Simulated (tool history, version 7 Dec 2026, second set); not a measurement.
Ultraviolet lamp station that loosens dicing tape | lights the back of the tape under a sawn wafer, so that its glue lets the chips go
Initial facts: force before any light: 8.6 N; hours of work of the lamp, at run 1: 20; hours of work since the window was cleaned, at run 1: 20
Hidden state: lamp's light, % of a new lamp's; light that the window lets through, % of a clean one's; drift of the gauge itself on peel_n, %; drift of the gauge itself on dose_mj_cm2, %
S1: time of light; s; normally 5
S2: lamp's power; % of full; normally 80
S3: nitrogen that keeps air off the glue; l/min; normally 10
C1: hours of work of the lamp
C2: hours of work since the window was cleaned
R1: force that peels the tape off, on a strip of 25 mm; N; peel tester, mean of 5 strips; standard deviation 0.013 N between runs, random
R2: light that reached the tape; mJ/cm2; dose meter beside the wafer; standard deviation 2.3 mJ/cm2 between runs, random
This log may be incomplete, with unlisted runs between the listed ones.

| run | hour | S1 | S2 | S3 | C1 | C2 | R1 | R2 |
|---|---|---|---|---|---|---|---|---|
| 1 | 0.0 | 5 | 80 | 10 | 20 | 20 | 0.658 | 234 |
| 2 | 27.6 | 5 | 80 | 10 | 31 | 31 | 0.694 | 229 |
| 3 | 46.9 | 5 | 80 | 10 | 40 | 40 | 0.683 | 230 |
| 4 | 88.4 | 5 | 80 | 10 | 58 | 58 | 0.690 | 227 |
| 5 | 124.2 | 5 | 80 | 10 | 73 | 73 | 0.750 | 223 |
| 6 | 146.3 | 5 | 80 | 10 | 82 | 82 | 0.737 | 217 |
| 7 | 174.4 | 5 | 83 | 10 | 95 | 95 | 0.711 | 222 |
| 8 | 214.7 | 5 | 80 | 10 | 112 | 112 | 0.776 | 211 |
| 9 | 236.2 | 5 | 80 | 10 | 121 | 121 | 0.819 | 206 |
| 10 | 269.7 | 5 | 80 | 12 | 136 | 136 | 0.773 | 210 |
| 11 | 296.4 | 5 | 80 | 12 | 147 | 147 | 0.775 | 207 |
| 12 | 339.5 | 5 | 80 | 12 | 166 | 166 | 0.782 | 201 |
| 13 | 364.1 | 5 | 84 | 12 | 176 | 176 | 0.773 | 214 |
| 14 | 393.4 | 5 | 80 | 10 | 189 | 189 | 0.915 | 199 |
| 15 | 417.2 | 5 | 80 | 10 | 199 | 199 | 0.930 | 198 |
| 16 | 436.6 | 5 | 80 | 10 | 207 | 207 | 0.954 | 194 |
| 17 | 456.2 | 5 | 80 | 7 | 216 | 216 | 1.112 | 194 |
|  | 459.9 | window cleaned of glue's vapour |
| 18 | 497.4 | 5 | 80 | 10 | 233 | 16 | 0.694 | 224 |
| 19 | 524.2 | 5 | 85 | 10 | 245 | 28 | 0.605 | 236 |
| 20 | 544.3 | 5 | 85 | 10 | 254 | 36 | 0.627 | 233 |
| 21 | 581.1 | 5 | 85 | 10 | 269 | 52 | 0.644 | 233 |
| 22 | 614.0 | 5 | 80 | 10 | 283 | 66 | 0.791 | 218 |
| 23 | 644.3 | 5 | 81 | 14 | 297 | 79 | 0.666 | 214 |
| 24 | 663.7 | 5 | 81 | 14 | 305 | 88 | 0.683 | 217 |
| 25 | 694.0 | 5 | 73 | 10 | 318 | 101 | 1.009 | 192 |
| 26 | 715.0 | 5 | 81 | 3 | 327 | 110 | 1.499 | 211 |
| 27 | 751.3 | 7 | 81 | 17 | 343 | 125 | 0.317 | 288 |
| 28 | 779.8 | 3 | 75 | 14 | 355 | 138 | 2.150 | 111 |
| 29 | 808.2 | 7 | 80 | 9 | 367 | 150 | 0.448 | 276 |
| 30 | 825.8 | 4 | 84 | 10 | 375 | 157 | 1.308 | 165 |
| 31 | 843.9 | 4 | 62 | 3 | 382 | 165 | 3.003 | 124 |
| 32 | 874.0 | 4 | 65 | 4 | 395 | 178 | 2.811 | 127 |
| 33 | 903.7 | 4 | 75 | 3 | 408 | 191 | 2.644 | 143 |
| 34 | 925.5 | 5 | 100 | 10 | 417 | 200 | 0.627 | 234 |
| 35 | 950.7 | 5 | 68 | 16 | 428 | 211 | 1.205 | 161 |
|  | 964.1 | window cleaned of glue's vapour |
| 36 | 977.2 | 5 | 80 | 9 | 440 | 6 | 0.740 | 223 |
| 37 | 1010.0 | 4 | 80 | 17 | 454 | 20 | 0.970 | 174 |
| 38 | 1044.6 | 2 | 91 | 3 | 469 | 35 | 3.785 | 101 |
| 39 | 1081.2 | 6 | 90 | 3 | 484 | 50 | 0.781 | 290 |
| 40 | 1106.2 | 6 | 63 | 10 | 495 | 61 | 0.928 | 202 |
| 41 | 1131.5 | 5 | 63 | 7 | 506 | 72 | 1.503 | 165 |
| 42 | 1165.5 | 8 | 66 | 13 | 521 | 87 | 0.417 | 272 |
| 43 | 1205.6 | 8 | 66 | 13 | 538 | 104 | 0.432 | 268 |

Each row is a separate what-if for the run after 43, all from the same tool condition, not one after another. Results?
| A | 1233.8 | 8 | 66 | 18 | 550 | 116 | ? | ? |
| B | 1233.8 | 8 | 73 | 13 | 550 | 116 | ? | ? |
| C | 1233.8 | 8 | 64 | 3 | 550 | 116 | ? | ? |
| D | 1233.8 | 5 | 80 | 10 | 550 | 116 | ? | ? |

| run | R1 | R2 |
|---|---|---|
| A | 0.394 | 266 |
| B | 0.349 | 294 |
| C | 1.000 | 253 |
| D | 0.879 | 202 |
Stripped of hidden state, with their random variation kept, the same runs would have yielded:
| run | R1 | R2 |
|---|---|---|
| A | 0.266 | 317 |
| B | 0.240 | 351 |
| C | 0.686 | 303 |
| D | 0.599 | 241 |
